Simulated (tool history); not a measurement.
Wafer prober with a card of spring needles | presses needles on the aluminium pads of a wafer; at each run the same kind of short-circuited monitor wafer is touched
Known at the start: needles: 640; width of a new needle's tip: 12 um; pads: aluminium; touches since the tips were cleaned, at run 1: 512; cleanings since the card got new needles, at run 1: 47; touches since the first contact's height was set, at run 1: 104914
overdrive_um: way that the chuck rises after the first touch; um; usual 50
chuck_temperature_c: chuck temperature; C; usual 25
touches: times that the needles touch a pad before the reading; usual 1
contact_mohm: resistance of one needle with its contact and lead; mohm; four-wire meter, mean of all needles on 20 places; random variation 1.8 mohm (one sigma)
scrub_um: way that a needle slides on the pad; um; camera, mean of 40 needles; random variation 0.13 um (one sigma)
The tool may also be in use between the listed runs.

run,hour,overdrive_um,chuck_temperature_c,touches,touches since the tips were cleaned,cleanings since the card got new needles,touches since the first contact's height was set,contact_mohm,scrub_um
1,0,50,25,1,512,47,104914,283,8.53
# hour 3.8: tips cleaned on abrasive film
# hour 10.1: tips cleaned on abrasive film
# hour 16.3: tips cleaned on abrasive film
# hour 22.6: tips cleaned on abrasive film
2,25.7,50,25,1,1151,51,114256,360,8.48
# hour 28.2: tips cleaned on abrasive film
# hour 34.5: tips cleaned on abrasive film
# hour 40.8: tips cleaned on abrasive film
3,42.1,50,25,1,498,54,120210,272,8.26
# hour 45.9: tips cleaned on abrasive film
# hour 49.9: height of the first contact set anew
# hour 52.4: tips cleaned on abrasive film
# hour 58.7: tips cleaned on abrasive film
# hour 63.9: tips cleaned on abrasive film
4,63.9,50,25,1,0,58,5082,217,9.5
# hour 70.2: tips cleaned on abrasive film
# hour 76.4: tips cleaned on abrasive film
# hour 82.7: tips cleaned on abrasive film
# hour 88.9: tips cleaned on abrasive film
# hour 95.2: tips cleaned on abrasive film
5,95.8,50,25,1,220,63,16670,238,9.62
# hour 100.8: tips cleaned on abrasive film
# hour 107.1: tips cleaned on abrasive film
# hour 113.3: tips cleaned on abrasive film
6,115.9,50,25,3,941,66,23977,243,9.23
# hour 118.4: tips cleaned on abrasive film
# hour 124.7: tips cleaned on abrasive film
# hour 130.9: tips cleaned on abrasive film
# hour 135.9: tips cleaned on abrasive film
7,140.1,50,32,1,1526,70,32770,364,9.1
# hour 141.4: tips cleaned on abrasive film
# hour 146.4: tips cleaned on abrasive film
# hour 152.7: tips cleaned on abrasive film
# hour 158.4: tips cleaned on abrasive film
8,158.4,50,25,1,0,74,39395,220,9.15
# hour 164.6: tips cleaned on abrasive film
# hour 170.9: tips cleaned on abrasive film
9,173.4,50,25,1,939,76,44882,323,8.98
# hour 176: tips cleaned on abrasive film
# hour 182.3: tips cleaned on abrasive film
# hour 187.3: tips cleaned on abrasive film
# hour 193.5: tips cleaned on abrasive film
10,196.8,50,25,1,1204,80,53360,360,8.88
# hour 199.4: tips cleaned on abrasive film
# hour 205.6: tips cleaned on abrasive film
# hour 210.6: tips cleaned on abrasive film
# hour 216.9: tips cleaned on abrasive film
11,221.5,50,80,1,1693,84,62330,393,9.07
# hour 222.8: tips cleaned on abrasive film
# hour 229.1: tips cleaned on abrasive film
# hour 235.3: tips cleaned on abrasive film
# hour 241.6: tips cleaned on abrasive film
# hour 247.8: tips cleaned on abrasive film
12,251.7,48,80,1,1438,89,73319,389,8.38

The next listed run, before its measurement:
# hour 253.1: tips cleaned on abrasive film
# hour 259.3: tips cleaned on abrasive film
# hour 265.6: tips cleaned on abrasive film
13,268.3,52,37,3,1005,92,79331,?,?

{"run 13": {"contact_mohm": 251, "scrub_um": 8.81}}
Without the tool's hidden state the same run would have given contact_mohm 197 mohm, scrub_um 9.6 um.
